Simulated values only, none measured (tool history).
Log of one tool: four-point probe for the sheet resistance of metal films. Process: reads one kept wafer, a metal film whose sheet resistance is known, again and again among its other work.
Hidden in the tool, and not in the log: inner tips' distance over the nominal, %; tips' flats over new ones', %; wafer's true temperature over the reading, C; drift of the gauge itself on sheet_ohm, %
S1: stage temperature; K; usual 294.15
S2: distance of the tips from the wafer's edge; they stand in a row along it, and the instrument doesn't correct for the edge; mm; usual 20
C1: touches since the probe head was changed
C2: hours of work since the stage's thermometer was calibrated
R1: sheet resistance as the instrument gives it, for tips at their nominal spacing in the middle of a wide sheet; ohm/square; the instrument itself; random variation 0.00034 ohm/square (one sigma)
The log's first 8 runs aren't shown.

run 9 hour=154.8 | S1=303.15 S2=20 | C1=90663 C2=578 | R1=1.716167
run 10 hour=167.7 | S1=303.15 S2=20 | C1=91169 C2=584 | R1=1.717123
run 11 hour=188.9 | S1=303.15 S2=20 | C1=92005 C2=594 | R1=1.716018
run 12 hour=206.1 | S1=296.15 S2=20 | C1=92678 C2=602 | R1=1.712413
run 13 hour=220.6 | S1=296.15 S2=20 | C1=93251 C2=609 | R1=1.712014
run 14 hour=242.7 | S1=294.15 S2=3 | C1=94119 C2=619 | R1=1.805358
run 15 hour=256.1 | S1=297.15 S2=3 | C1=94645 C2=626 | R1=1.806863
run 16 hour=284.8 | S1=294.15 S2=40 | C1=95773 C2=639 | R1=1.709792
run 17 hour=308.5 | S1=294.15 S2=40 | C1=96705 C2=650 | R1=1.709501
run 18 hour=337.1 | S1=291.15 S2=18 | C1=97831 C2=664 | R1=1.710266
run 19 hour=364.5 | S1=294.15 S2=54 | C1=98907 C2=677 | R1=1.709581
run 20 hour=389.2 | S1=294.15 S2=5 | C1=99880 C2=689 | R1=1.745333
run 21 hour=412.8 | S1=308.15 S2=6 | C1=100808 C2=700 | R1=1.742015
run 22 hour=438.7 | S1=307.15 S2=13 | C1=101825 C2=712 | R1=1.720907
run 23 hour=453.1 | S1=293.15 S2=5 | C1=102390 C2=719 | R1=1.743627
run 24 hour=479.4 | S1=302.15 S2=20 | C1=103426 C2=731 | R1=1.714685
run 25 hour=509.5 | S1=302.15 S2=20 | C1=104608 C2=745 | R1=1.714963
run 26 hour=533.5 | S1=293.15 S2=4 | C1=105552 C2=757 | R1=1.763284
run 27 hour=558 | S1=304.15 S2=46 | C1=106515 C2=768 | R1=1.713839
run 28 hour=579.3 | S1=294.15 S2=6 | C1=107353 C2=778 | R1=1.734442
run 29 hour=593.1 | S1=295.15 S2=5 | C1=107895 C2=785 | R1=1.744632
run 30 hour=614.6 | S1=293.15 S2=47 | C1=108743 C2=795 | R1=1.70753
run 31 hour=628.6 | S1=292.15 S2=5 | C1=109290 C2=801 | R1=1.742696
run 32 hour=656.5 | S1=292.15 S2=5 | C1=110389 C2=815 | R1=1.742978
run 33 hour=686.1 | S1=292.15 S2=5 | C1=111553 C2=829 | R1=1.742943

4 ways to go on from here, each from the tool as it stands after run 33. What would each give?
run A hour=710.1 | S1=300.15 S2=5 | C1=112495 C2=840 | R1=?
run B hour=710.1 | S1=302.15 S2=26 | C1=112495 C2=840 | R1=?
run C hour=710.1 | S1=292.15 S2=35 | C1=112495 C2=840 | R1=?
run D hour=710.1 | S1=292.15 S2=29 | C1=112495 C2=840 | R1=?

run=A R1=1.7475
run=B R1=1.714406
run=C R1=1.707442
run=D R1=1.707799
Without the tool's hidden state the same runs would have given:
run=A R1=1.741814
run=B R1=1.708834
run=C R1=1.701826
run=D R1=1.702182

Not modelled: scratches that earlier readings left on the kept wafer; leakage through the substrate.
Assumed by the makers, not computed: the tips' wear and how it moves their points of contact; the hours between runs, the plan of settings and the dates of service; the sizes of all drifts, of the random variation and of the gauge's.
